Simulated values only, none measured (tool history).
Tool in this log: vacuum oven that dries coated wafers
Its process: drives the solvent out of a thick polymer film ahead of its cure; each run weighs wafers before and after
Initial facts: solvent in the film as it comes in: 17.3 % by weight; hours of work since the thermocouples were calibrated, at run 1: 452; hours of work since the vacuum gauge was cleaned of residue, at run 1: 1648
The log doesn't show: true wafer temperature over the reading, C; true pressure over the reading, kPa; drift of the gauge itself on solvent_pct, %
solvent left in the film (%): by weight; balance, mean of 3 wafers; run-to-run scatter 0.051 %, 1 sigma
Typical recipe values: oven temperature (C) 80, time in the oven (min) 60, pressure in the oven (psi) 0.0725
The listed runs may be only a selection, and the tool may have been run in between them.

run,hour,oven temperature (C),time in the oven (min),pressure in the oven (psi),hours of work since the thermocouples were calibrated,hours of work since the vacuum gauge was cleaned of residue,solvent left in the film (%)
1,0.0,80,60,0.0725,452,1648,1.47
2,73.3,73,60,0.0725,499,1696,3.65
3,138.8,73,60,0.0725,542,1738,3.66
4,193.5,80,60,0.0725,578,1774,1.66
5,238.9,80,60,0.0725,607,1803,1.66
6,298.3,80,60,0.0725,646,1842,1.68
7,354.5,80,60,0.0725,682,1878,1.67
8,405.8,80,60,0.0725,715,1912,1.72
9,474.7,80,60,0.0725,760,1957,1.88
10,546.5,80,95,0.0725,807,2003,0.83
11,591.6,80,56,0.0725,836,2033,1.93
12,650.2,80,56,0.0725,874,2071,1.94
13,679.7,87,60,0.0725,893,2090,0.69
14,724.7,87,60,0.0725,923,2119,0.66
15,766.6,80,60,0.0725,950,2146,1.79
16,796.9,80,60,0.2286,970,2166,2.28
17,833.9,80,60,0.2286,994,2190,2.20
18,872.4,80,60,0.2286,1019,2215,2.38
# hour 878.3: vacuum gauge cleaned of residue and calibrated
19,908.0,78,60,0.2286,1041,19,3.02
20,949.7,78,60,0.2286,1068,46,3.24
21,1008.5,78,60,0.2286,1106,85,3.18
22,1060.0,78,60,0.2286,1140,118,3.09
# hour 1068.6: oven's thermocouples calibrated
23,1118.6,78,60,0.2286,32,155,2.63
24,1149.5,80,60,0.0725,53,175,1.75
25,1218.4,71,53,0.0725,97,220,5.21
# hour 1226.1: vacuum gauge cleaned of residue and calibrated, once more
26,1287.3,71,53,0.0725,141,40,4.35
27,1328.1,78,74,0.0725,168,66,1.11
28,1372.4,78,74,0.0725,196,95,1.03
29,1434.6,71,70,0.1150,237,135,3.48
30,1483.1,71,70,0.1150,268,167,3.49
31,1518.9,66,35,0.0730,292,190,8.46
32,1588.1,70,89,0.0431,337,235,2.54
33,1649.9,77,54,0.0535,377,275,2.40
34,1714.7,75,35,0.1481,419,317,5.47
35,1771.6,85,60,0.0725,456,354,0.52
36,1827.6,75,60,0.0403,492,391,2.74
37,1865.8,80,35,0.1835,517,416,3.66
38,1924.2,66,39,0.0751,555,454,8.20
39,1985.6,80,77,0.0725,595,494,0.84
40,2021.1,68,31,0.0683,618,517,8.67
41,2058.4,68,31,0.0683,642,541,8.67
42,2126.0,68,31,0.0683,686,585,8.77
43,2180.4,68,31,0.0683,721,620,8.77
44,2249.9,80,46,0.1651,767,665,2.70
45,2299.7,73,84,0.0725,799,698,2.25
46,2340.3,80,38,0.0776,825,724,3.27
47,2396.1,80,38,0.0776,862,760,3.37

Same runs, no hidden state in the tool, same run-to-run variation:
run,solvent left in the film (%)
1,1.11
2,3.11
3,3.09
4,1.22
5,1.22
6,1.20
7,1.18
8,1.21
9,1.34
10,0.39
11,1.34
12,1.33
13,0.34
14,0.30
15,1.17
16,1.62
17,1.53
18,1.70
19,2.07
20,2.24
21,2.17
22,2.08
23,2.06
24,1.20
25,4.53
26,4.29
27,1.06
28,0.97
29,3.35
30,3.33
31,8.30
32,2.35
33,2.20
34,5.20
35,0.41
36,2.45
37,3.35
38,7.84
39,0.64
40,8.27
41,8.27
42,8.33
43,8.30
44,2.27
45,1.78
46,2.75
47,2.84

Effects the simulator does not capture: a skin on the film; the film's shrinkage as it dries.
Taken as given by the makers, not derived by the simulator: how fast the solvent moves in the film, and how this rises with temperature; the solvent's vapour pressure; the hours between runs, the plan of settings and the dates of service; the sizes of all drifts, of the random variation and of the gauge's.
